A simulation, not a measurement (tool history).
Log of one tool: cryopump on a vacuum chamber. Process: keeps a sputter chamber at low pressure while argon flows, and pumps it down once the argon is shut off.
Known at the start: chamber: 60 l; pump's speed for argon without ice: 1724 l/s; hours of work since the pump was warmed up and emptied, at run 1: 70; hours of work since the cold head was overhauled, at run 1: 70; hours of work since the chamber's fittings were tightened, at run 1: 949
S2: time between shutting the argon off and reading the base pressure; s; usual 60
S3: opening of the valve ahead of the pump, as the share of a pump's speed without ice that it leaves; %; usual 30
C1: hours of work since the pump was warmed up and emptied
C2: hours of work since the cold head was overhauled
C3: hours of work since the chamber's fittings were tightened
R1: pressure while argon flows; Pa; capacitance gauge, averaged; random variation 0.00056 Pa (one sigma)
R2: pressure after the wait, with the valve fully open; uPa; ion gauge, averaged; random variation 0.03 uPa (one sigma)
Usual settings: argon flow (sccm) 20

{"run": 1, "hour": 0.0, "argon flow (sccm)": 20, "S2": 60, "S3": 30, "C1": 70, "C2": 70, "C3": 949, "R1": 0.0662, "R2": 2.22}
{"run": 2, "hour": 21.8, "argon flow (sccm)": 20, "S2": 60, "S3": 30, "C1": 81, "C2": 81, "C3": 960, "R1": 0.066, "R2": 2.27}
{"run": 3, "hour": 33.6, "argon flow (sccm)": 20, "S2": 60, "S3": 30, "C1": 87, "C2": 87, "C3": 966, "R1": 0.0663, "R2": 2.31}
{"run": 4, "hour": 50.0, "argon flow (sccm)": 20, "S2": 60, "S3": 30, "C1": 95, "C2": 95, "C3": 974, "R1": 0.0661, "R2": 2.35}
{"run": 5, "hour": 68.4, "argon flow (sccm)": 20, "S2": 60, "S3": 30, "C1": 104, "C2": 104, "C3": 983, "R1": 0.0657, "R2": 2.3}
{"run": 6, "hour": 87.2, "argon flow (sccm)": 20, "S2": 120, "S3": 30, "C1": 113, "C2": 113, "C3": 992, "R1": 0.0674, "R2": 1.63}
{"run": 7, "hour": 113.7, "argon flow (sccm)": 10, "S2": 120, "S3": 30, "C1": 126, "C2": 126, "C3": 1005, "R1": 0.0346, "R2": 1.53}
{"run": 8, "hour": 125.1, "argon flow (sccm)": 20, "S2": 60, "S3": 30, "C1": 132, "C2": 132, "C3": 1011, "R1": 0.0657, "R2": 2.35}
{"run": 9, "hour": 144.2, "argon flow (sccm)": 20, "S2": 60, "S3": 30, "C1": 141, "C2": 141, "C3": 1020, "R1": 0.0665, "R2": 2.38}
{"run": 10, "hour": 170.0, "argon flow (sccm)": 20, "S2": 60, "S3": 30, "C1": 154, "C2": 154, "C3": 1033, "R1": 0.0671, "R2": 2.35}
{"run": 11, "hour": 194.3, "argon flow (sccm)": 20, "S2": 60, "S3": 30, "C1": 166, "C2": 166, "C3": 1045, "R1": 0.0676, "R2": 2.4}
{"run": 12, "hour": 209.8, "argon flow (sccm)": 20, "S2": 60, "S3": 30, "C1": 174, "C2": 174, "C3": 1053, "R1": 0.0675, "R2": 2.37}
{"run": 13, "hour": 231.9, "argon flow (sccm)": 20, "S2": 151, "S3": 30, "C1": 185, "C2": 185, "C3": 1064, "R1": 0.0666, "R2": 1.56}
{"run": 14, "hour": 245.0, "argon flow (sccm)": 20, "S2": 60, "S3": 30, "C1": 191, "C2": 191, "C3": 1070, "R1": 0.067, "R2": 2.37}
{"run": 15, "hour": 264.6, "argon flow (sccm)": 20, "S2": 60, "S3": 30, "C1": 201, "C2": 201, "C3": 1080, "R1": 0.0668, "R2": 2.46}
{"run": 16, "hour": 290.9, "argon flow (sccm)": 20, "S2": 60, "S3": 30, "C1": 214, "C2": 214, "C3": 1093, "R1": 0.0666, "R2": 2.38}
{"run": 17, "hour": 316.9, "argon flow (sccm)": 20, "S2": 60, "S3": 30, "C1": 227, "C2": 227, "C3": 1106, "R1": 0.0671, "R2": 2.41}
{"run": 18, "hour": 335.7, "argon flow (sccm)": 9, "S2": 32, "S3": 24, "C1": 236, "C2": 236, "C3": 1115, "R1": 0.0384, "R2": 3.58}
{"run": 19, "hour": 352.5, "argon flow (sccm)": 10, "S2": 30, "S3": 46, "C1": 244, "C2": 244, "C3": 1124, "R1": 0.0217, "R2": 3.72}
{"run": 20, "hour": 378.9, "argon flow (sccm)": 20, "S2": 27, "S3": 40, "C1": 257, "C2": 257, "C3": 1137, "R1": 0.0505, "R2": 4.06}
{"run": 21, "hour": 393.8, "argon flow (sccm)": 20, "S2": 94, "S3": 30, "C1": 265, "C2": 265, "C3": 1144, "R1": 0.0673, "R2": 1.93}
{"run": 22, "hour": 410.0, "argon flow (sccm)": 20, "S2": 94, "S3": 30, "C1": 273, "C2": 273, "C3": 1152, "R1": 0.0667, "R2": 2.08}
{"run": 23, "hour": 424.3, "argon flow (sccm)": 11, "S2": 60, "S3": 30, "C1": 280, "C2": 280, "C3": 1159, "R1": 0.0369, "R2": 2.46}
{"run": 24, "hour": 441.1, "argon flow (sccm)": 11, "S2": 60, "S3": 30, "C1": 288, "C2": 288, "C3": 1167, "R1": 0.0373, "R2": 2.53}
{"run": 25, "hour": 460.1, "argon flow (sccm)": 28, "S2": 46, "S3": 36, "C1": 298, "C2": 298, "C3": 1177, "R1": 0.08, "R2": 2.89}
{"run": 26, "hour": 474.5, "argon flow (sccm)": 28, "S2": 46, "S3": 36, "C1": 305, "C2": 305, "C3": 1184, "R1": 0.0797, "R2": 2.83}
{"run": 27, "hour": 492.1, "argon flow (sccm)": 20, "S2": 60, "S3": 46, "C1": 313, "C2": 313, "C3": 1193, "R1": 0.0448, "R2": 2.57}
{"run": 28, "hour": 515.3, "argon flow (sccm)": 8, "S2": 104, "S3": 21, "C1": 325, "C2": 325, "C3": 1204, "R1": 0.0382, "R2": 1.93}
{"run": 29, "hour": 528.2, "argon flow (sccm)": 20, "S2": 172, "S3": 29, "C1": 331, "C2": 331, "C3": 1211, "R1": 0.07, "R2": 1.66}
{"run": 30, "hour": 545.9, "argon flow (sccm)": 20, "S2": 172, "S3": 29, "C1": 340, "C2": 340, "C3": 1219, "R1": 0.0702, "R2": 1.67}
{"run": 31, "hour": 558.4, "argon flow (sccm)": 20, "S2": 28, "S3": 29, "C1": 346, "C2": 346, "C3": 1225, "R1": 0.0704, "R2": 4.12}
{"run": 32, "hour": 578.1, "argon flow (sccm)": 20, "S2": 28, "S3": 29, "C1": 356, "C2": 356, "C3": 1235, "R1": 0.0705, "R2": 4.01}
{"run": 33, "hour": 604.7, "argon flow (sccm)": 20, "S2": 60, "S3": 19, "C1": 369, "C2": 369, "C3": 1248, "R1": 0.1055, "R2": 2.62}
{"run": 34, "hour": 617.6, "argon flow (sccm)": 20, "S2": 104, "S3": 25, "C1": 376, "C2": 376, "C3": 1255, "R1": 0.0817, "R2": 2.07}

4 ways to go on from here, each from the tool as it stands after run 34. What would each give?
{"run": "A", "hour": 640.3, "argon flow (sccm)": 20, "S2": 72, "S3": 30, "C1": 387, "C2": 387, "C3": 1266, "R1": "?", "R2": "?"}
{"run": "B", "hour": 640.3, "argon flow (sccm)": 20, "S2": 63, "S3": 34, "C1": 387, "C2": 387, "C3": 1266, "R1": "?", "R2": "?"}
{"run": "C", "hour": 640.3, "argon flow (sccm)": 20, "S2": 60, "S3": 32, "C1": 387, "C2": 387, "C3": 1266, "R1": "?", "R2": "?"}
{"run": "D", "hour": 640.3, "argon flow (sccm)": 20, "S2": 60, "S3": 18, "C1": 387, "C2": 387, "C3": 1266, "R1": "?", "R2": "?"}

run=A R1=0.0679 R2=2.42
run=B R1=0.0616 R2=2.53
run=C R1=0.0624 R2=2.59
run=D R1=0.1124 R2=2.57
Without the tool's hidden state the same runs would have given:
run=A R1=0.0651 R2=1.30
run=B R1=0.0588 R2=1.43
run=C R1=0.0596 R2=1.50
run=D R1=0.1096 R2=1.47
